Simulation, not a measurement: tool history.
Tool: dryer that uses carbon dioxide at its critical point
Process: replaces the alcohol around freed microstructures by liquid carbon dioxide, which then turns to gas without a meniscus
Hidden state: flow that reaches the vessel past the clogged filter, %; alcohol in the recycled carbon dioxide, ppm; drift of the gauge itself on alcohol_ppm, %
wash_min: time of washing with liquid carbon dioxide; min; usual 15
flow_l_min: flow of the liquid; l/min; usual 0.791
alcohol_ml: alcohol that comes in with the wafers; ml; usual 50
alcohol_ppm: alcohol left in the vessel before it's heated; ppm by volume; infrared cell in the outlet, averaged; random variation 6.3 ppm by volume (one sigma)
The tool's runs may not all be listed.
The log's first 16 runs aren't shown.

run,hour,wash_min,flow_l_min,alcohol_ml,hours of work since the filter was changed,hours of work since the purifier's bed was changed,alcohol_ppm
17,112.3,23,0.791,80,102,166,95
18,118.8,23,0.791,80,104,168,90
19,127.9,23,0.791,80,107,171,91
20,134.9,16,1.312,48,109,173,46
21,143.0,10,0.657,89,112,176,4085
22,151.7,16,1.132,53,115,179,79
23,161.0,16,0.535,84,118,182,1854
24,170.7,16,0.616,24,121,185,373
25,178.6,13,0.791,50,124,188,634
26,187.5,13,0.791,50,126,191,639
27,197.8,10,1.142,50,130,194,460
28,204.9,14,1.037,50,132,196,180
29,213.5,14,0.501,50,135,199,1961
30,219.0,15,0.503,22,137,201,774

Run 31 comes next. What will it give?
31,223.3,13,0.752,77,138,203,?

alcohol_ppm: 1192 ppm by volume
Without the tool's hidden state the same run would have given alcohol_ppm 880 ppm by volume.
